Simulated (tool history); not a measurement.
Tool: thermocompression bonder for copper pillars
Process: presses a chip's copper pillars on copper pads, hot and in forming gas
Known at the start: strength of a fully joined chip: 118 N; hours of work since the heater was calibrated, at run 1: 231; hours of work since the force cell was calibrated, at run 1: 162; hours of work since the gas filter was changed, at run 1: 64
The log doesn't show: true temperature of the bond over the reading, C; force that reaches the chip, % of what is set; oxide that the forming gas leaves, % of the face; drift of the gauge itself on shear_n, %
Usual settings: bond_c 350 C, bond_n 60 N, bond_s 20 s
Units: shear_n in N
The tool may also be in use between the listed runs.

| run | hour | bond_c | bond_n | bond_s | hours of work since the heater was calibrated | hours of work since the force cell was calibrated | hours of work since the gas filter was changed | shear_n |
|---|---|---|---|---|---|---|---|---|
| 1 | 0.0 | 350 | 60 | 20 | 231 | 162 | 64 | 83.9 |
| 2 | 4.6 | 351 | 60 | 20 | 235 | 165 | 67 | 84.7 |
| 3 | 11.6 | 351 | 60 | 20 | 240 | 170 | 72 | 84.3 |
| 4 | 19.1 | 351 | 60 | 20 | 245 | 175 | 77 | 84.5 |
| 5 | 28.3 | 351 | 60 | 20 | 251 | 181 | 83 | 83.7 |
| 6 | 33.9 | 351 | 60 | 20 | 255 | 185 | 87 | 83.8 |
| 7 | 39.0 | 350 | 60 | 20 | 259 | 189 | 91 | 83.2 |
| 8 | 46.0 | 350 | 73 | 20 | 264 | 194 | 96 | 95.1 |
| 9 | 55.3 | 350 | 73 | 20 | 270 | 200 | 102 | 95.7 |
| 10 | 59.2 | 350 | 50 | 20 | 273 | 203 | 105 | 73.2 |
| 11 | 66.1 | 350 | 60 | 20 | 278 | 208 | 110 | 84.0 |
| 12 | 70.0 | 350 | 60 | 20 | 281 | 211 | 113 | 83.6 |
| 13 | 73.8 | 350 | 60 | 20 | 283 | 213 | 115 | 83.4 |
| 14 | 78.4 | 350 | 60 | 20 | 286 | 217 | 119 | 83.7 |
| 15 | 83.4 | 350 | 40 | 20 | 290 | 220 | 122 | 58.6 |
| 16 | 89.1 | 350 | 60 | 20 | 294 | 224 | 126 | 83.5 |
| 17 | 94.4 | 350 | 60 | 20 | 298 | 228 | 130 | 83.7 |
| 18 | 100.1 | 350 | 60 | 20 | 302 | 232 | 134 | 83.7 |
| 19 | 105.8 | 350 | 60 | 20 | 306 | 236 | 138 | 83.9 |
| 20 | 110.3 | 350 | 60 | 20 | 309 | 239 | 141 | 82.8 |
| 21 | 116.0 | 350 | 60 | 20 | 313 | 243 | 145 | 84.5 |
| 22 | 123.4 | 350 | 60 | 20 | 318 | 248 | 150 | 84.4 |
| 23 | 130.1 | 360 | 60 | 49 | 323 | 253 | 155 | 104.5 |
| 24 | 139.5 | 332 | 47 | 20 | 329 | 259 | 161 | 57.9 |
| 25 | 147.5 | 336 | 75 | 48 | 335 | 265 | 167 | 106.0 |
| 26 | 154.1 | 373 | 60 | 28 | 340 | 270 | 172 | 99.4 |
| 27 | 163.2 | 364 | 43 | 16 | 346 | 276 | 178 | 66.0 |
| 28 | 170.6 | 339 | 70 | 36 | 351 | 281 | 183 | 98.4 |
| 29 | 177.0 | 339 | 70 | 36 | 356 | 286 | 188 | 99.0 |
| 30 | 185.4 | 377 | 39 | 19 | 362 | 292 | 194 | 68.2 |
|  | 187.1 | forming gas filter changed |
| 31 | 193.3 | 352 | 60 | 27 | 367 | 297 | 4 | 90.7 |
| 32 | 200.5 | 352 | 60 | 27 | 372 | 302 | 9 | 90.5 |
| 33 | 207.4 | 352 | 60 | 27 | 377 | 307 | 14 | 89.8 |
| 34 | 214.2 | 352 | 60 | 27 | 381 | 312 | 19 | 90.7 |
| 35 | 223.2 | 352 | 41 | 28 | 388 | 318 | 25 | 67.2 |
| 36 | 228.6 | 352 | 41 | 28 | 392 | 322 | 29 | 68.0 |

3 ways to go on from here, each from the tool as it stands after run 36. What would each give?
| A | 237.1 | 352 | 63 | 28 | 398 | 328 | 35 | ? |
| B | 237.1 | 350 | 60 | 14 | 398 | 328 | 35 | ? |
| C | 237.1 | 376 | 46 | 12 | 398 | 328 | 35 | ? |

| run | shear_n |
|---|---|
| A | 94.3 |
| B | 75.6 |
| C | 69.5 |
Without the tool's hidden state the same runs would have given:
| run | shear_n |
|---|---|
| A | 94.3 |
| B | 75.6 |
| C | 69.4 |

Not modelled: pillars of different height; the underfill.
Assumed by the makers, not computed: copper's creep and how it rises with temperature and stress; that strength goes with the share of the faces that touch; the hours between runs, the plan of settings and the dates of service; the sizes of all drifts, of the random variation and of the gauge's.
